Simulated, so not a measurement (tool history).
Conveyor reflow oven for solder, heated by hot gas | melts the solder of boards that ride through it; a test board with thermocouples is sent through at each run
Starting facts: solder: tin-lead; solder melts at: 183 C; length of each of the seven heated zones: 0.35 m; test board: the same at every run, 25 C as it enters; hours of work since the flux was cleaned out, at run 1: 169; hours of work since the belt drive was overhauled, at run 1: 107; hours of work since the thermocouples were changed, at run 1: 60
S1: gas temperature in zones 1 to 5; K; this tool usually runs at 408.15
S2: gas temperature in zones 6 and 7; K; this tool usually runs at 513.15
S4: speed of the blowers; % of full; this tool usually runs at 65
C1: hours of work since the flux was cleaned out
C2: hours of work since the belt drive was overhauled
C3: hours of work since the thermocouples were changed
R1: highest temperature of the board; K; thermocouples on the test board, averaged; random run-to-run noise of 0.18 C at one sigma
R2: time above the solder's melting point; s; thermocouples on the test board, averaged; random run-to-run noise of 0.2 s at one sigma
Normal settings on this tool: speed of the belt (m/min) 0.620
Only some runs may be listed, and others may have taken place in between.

run 1 day=0.000 | S1=408.15 S2=513.15 speed_of_the_belt_(m/min)=0.620 S4=65 | C1=169 C2=107 C3=60 | R1=487.25 R2=46.8
run 2 day=0.379 | S1=408.15 S2=513.15 speed_of_the_belt_(m/min)=0.620 S4=65 | C1=172 C2=111 C3=64 | R1=487.55 R2=46.6
run 3 day=0.746 | S1=408.15 S2=513.15 speed_of_the_belt_(m/min)=0.620 S4=65 | C1=176 C2=114 C3=67 | R1=487.55 R2=46.3
run 4 day=1.000 | S1=408.15 S2=513.15 speed_of_the_belt_(m/min)=0.620 S4=65 | C1=178 C2=117 C3=70 | R1=487.55 R2=46.7
run 5 day=1.312 | S1=408.15 S2=513.15 speed_of_the_belt_(m/min)=0.620 S4=65 | C1=181 C2=120 C3=73 | R1=487.85 R2=46.5
-- day=1.512 belt drive overhauled, speed set with a stopwatch
run 6 day=1.742 | S1=421.15 S2=518.15 speed_of_the_belt_(m/min)=0.728 S4=51 | C1=184 C2=2 C3=75 | R1=483.15 R2=38.2
run 7 day=1.983 | S1=421.15 S2=518.15 speed_of_the_belt_(m/min)=0.728 S4=51 | C1=186 C2=5 C3=78 | R1=483.05 R2=38.5
run 8 day=2.300 | S1=421.15 S2=518.15 speed_of_the_belt_(m/min)=0.728 S4=51 | C1=189 C2=8 C3=81 | R1=482.95 R2=38.5
-- day=2.746 belt drive overhauled, speed set with a stopwatch, once more
run 9 day=2.854 | S1=421.15 S2=518.15 speed_of_the_belt_(m/min)=0.728 S4=51 | C1=193 C2=1 C3=84 | R1=482.95 R2=38.5
run 10 day=3.238 | S1=399.15 S2=522.15 speed_of_the_belt_(m/min)=0.728 S4=55 | C1=197 C2=5 C3=88 | R1=480.35 R2=30.8

Consider 5 possible next runs. They are alternatives, not a sequence: every one starts from the tool as it was left by run 10. What does each give?
run A day=3.433 | S1=406.15 S2=514.15 speed_of_the_belt_(m/min)=0.561 S4=55 | C1=199 C2=7 C3=90 | R1=? R2=?
run B day=3.433 | S1=399.15 S2=511.15 speed_of_the_belt_(m/min)=0.728 S4=55 | C1=199 C2=7 C3=90 | R1=? R2=?
run C day=3.433 | S1=417.15 S2=522.15 speed_of_the_belt_(m/min)=0.535 S4=72 | C1=199 C2=7 C3=90 | R1=? R2=?
run D day=3.433 | S1=408.15 S2=522.15 speed_of_the_belt_(m/min)=0.728 S4=55 | C1=199 C2=7 C3=90 | R1=? R2=?
run E day=3.433 | S1=399.15 S2=522.15 speed_of_the_belt_(m/min)=0.703 S4=55 | C1=199 C2=7 C3=90 | R1=? R2=?

run=A R1=489.45 R2=52.0
run=B R1=472.45 R2=23.3
run=C R1=504.15 R2=69.9
run=D R1=483.15 R2=35.1
run=E R1=482.45 R2=33.7
Without the tool's unlogged condition, the same runs would have read:
run=A R1=490.65 R2=53.2
run=B R1=474.15 R2=25.3
run=C R1=505.35 R2=70.5
run=D R1=484.95 R2=36.6
run=E R1=484.25 R2=35.3

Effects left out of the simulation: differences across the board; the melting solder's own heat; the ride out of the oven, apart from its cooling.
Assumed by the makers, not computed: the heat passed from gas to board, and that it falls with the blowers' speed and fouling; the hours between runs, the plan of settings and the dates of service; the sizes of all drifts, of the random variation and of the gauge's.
